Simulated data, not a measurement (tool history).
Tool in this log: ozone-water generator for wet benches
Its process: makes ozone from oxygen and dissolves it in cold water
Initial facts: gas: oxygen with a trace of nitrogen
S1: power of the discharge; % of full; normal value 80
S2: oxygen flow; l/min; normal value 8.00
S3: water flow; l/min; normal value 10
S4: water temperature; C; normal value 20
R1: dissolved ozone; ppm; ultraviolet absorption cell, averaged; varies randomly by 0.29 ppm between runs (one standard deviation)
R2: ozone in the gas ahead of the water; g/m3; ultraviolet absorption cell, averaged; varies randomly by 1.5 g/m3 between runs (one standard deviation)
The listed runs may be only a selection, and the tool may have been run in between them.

| run | hour | S1 | S2 | S3 | S4 | R1 | R2 |
|---|---|---|---|---|---|---|---|
| 1 | 0.0 | 80 | 8.00 | 10 | 20 | 45.2 | 275.9 |
| 2 | 87.9 | 80 | 8.00 | 10 | 20 | 44.7 | 269.7 |
| 3 | 162.1 | 80 | 8.00 | 10 | 20 | 44.8 | 274.0 |
| 4 | 232.5 | 80 | 8.00 | 10 | 20 | 44.3 | 273.4 |
| 5 | 303.7 | 80 | 8.00 | 10 | 20 | 44.6 | 271.6 |
| 6 | 390.3 | 80 | 8.00 | 10 | 18 | 46.5 | 271.1 |
| 7 | 501.3 | 80 | 8.00 | 10 | 18 | 46.3 | 269.4 |
| 8 | 582.8 | 80 | 8.00 | 10 | 20 | 43.5 | 269.1 |
| 9 | 670.4 | 80 | 8.00 | 10 | 20 | 43.8 | 266.2 |
| 10 | 753.2 | 80 | 8.00 | 10 | 20 | 43.1 | 266.5 |
| 11 | 863.8 | 80 | 8.00 | 10 | 20 | 42.8 | 266.3 |
| 12 | 948.8 | 80 | 8.00 | 10 | 20 | 42.9 | 264.9 |
| 13 | 1026.8 | 80 | 8.00 | 10 | 20 | 43.1 | 264.2 |
| 14 | 1122.1 | 80 | 8.00 | 10 | 20 | 42.6 | 263.3 |
| 15 | 1193.4 | 80 | 8.00 | 10 | 20 | 42.3 | 261.9 |
| 16 | 1270.9 | 80 | 8.00 | 10 | 20 | 42.1 | 260.0 |
| 17 | 1351.7 | 77 | 8.00 | 10 | 24 | 37.6 | 254.5 |
| 18 | 1455.6 | 71 | 8.00 | 9 | 20 | 41.6 | 239.9 |
| 19 | 1510.7 | 75 | 8.00 | 11 | 26 | 33.0 | 249.6 |
| 20 | 1580.1 | 78 | 8.00 | 12 | 19 | 37.6 | 255.6 |
| 21 | 1641.1 | 59 | 11.83 | 9 | 28 | 24.7 | 163.8 |
| 22 | 1698.3 | 58 | 5.24 | 8 | 26 | 39.5 | 278.8 |
| 23 | 1806.9 | 58 | 5.24 | 8 | 26 | 39.8 | 276.5 |
|  | 1845.6 | water thermometer calibrated |
| 24 | 1871.9 | 48 | 4.64 | 10 | 17 | 38.5 | 264.3 |
| 25 | 1950.7 | 48 | 4.64 | 10 | 17 | 37.7 | 264.7 |
| 26 | 2003.9 | 48 | 4.64 | 10 | 17 | 38.0 | 266.4 |
| 27 | 2085.9 | 50 | 11.81 | 10 | 23 | 24.0 | 145.7 |
| 28 | 2142.3 | 80 | 8.46 | 14 | 20 | 32.3 | 243.3 |
| 29 | 2194.3 | 52 | 8.46 | 14 | 20 | 24.9 | 186.8 |
| 30 | 2272.0 | 62 | 7.60 | 7 | 17 | 46.4 | 220.5 |
| 31 | 2328.8 | 80 | 8.00 | 6 | 14 | 60.9 | 253.3 |
| 32 | 2397.9 | 80 | 8.00 | 6 | 14 | 60.6 | 250.8 |

The logged runs with the hidden state left out (each run's random variation unchanged):
Unlogged tool condition in this case: yield of the discharge, % of new electrodes'; contactor's efficiency, % of a clean one's; true water temperature over the reading, C; drift of the gauge itself on ozone_ppm, %; drift of the gauge itself on gas_g_m3, %.
| run | R1 | R2 |
|---|---|---|
| 1 | 46.4 | 281.0 |
| 2 | 46.0 | 275.6 |
| 3 | 46.3 | 280.9 |
| 4 | 45.9 | 281.0 |
| 5 | 46.4 | 279.9 |
| 6 | 48.6 | 280.5 |
| 7 | 48.6 | 279.9 |
| 8 | 45.9 | 280.5 |
| 9 | 46.3 | 278.3 |
| 10 | 45.8 | 279.5 |
| 11 | 45.7 | 280.4 |
| 12 | 46.0 | 279.9 |
| 13 | 46.3 | 280.0 |
| 14 | 46.0 | 280.1 |
| 15 | 45.9 | 279.4 |
| 16 | 45.8 | 278.2 |
| 17 | 41.0 | 272.7 |
| 18 | 45.4 | 257.1 |
| 19 | 36.2 | 268.9 |
| 20 | 41.5 | 276.7 |
| 21 | 27.0 | 175.1 |
| 22 | 43.1 | 298.6 |
| 23 | 43.6 | 297.0 |
| 24 | 41.8 | 281.6 |
| 25 | 41.0 | 282.7 |
| 26 | 41.4 | 284.9 |
| 27 | 26.3 | 156.5 |
| 28 | 36.6 | 269.5 |
| 29 | 27.5 | 201.8 |
| 30 | 51.7 | 241.6 |
| 31 | 69.0 | 282.6 |
| 32 | 68.9 | 280.9 |
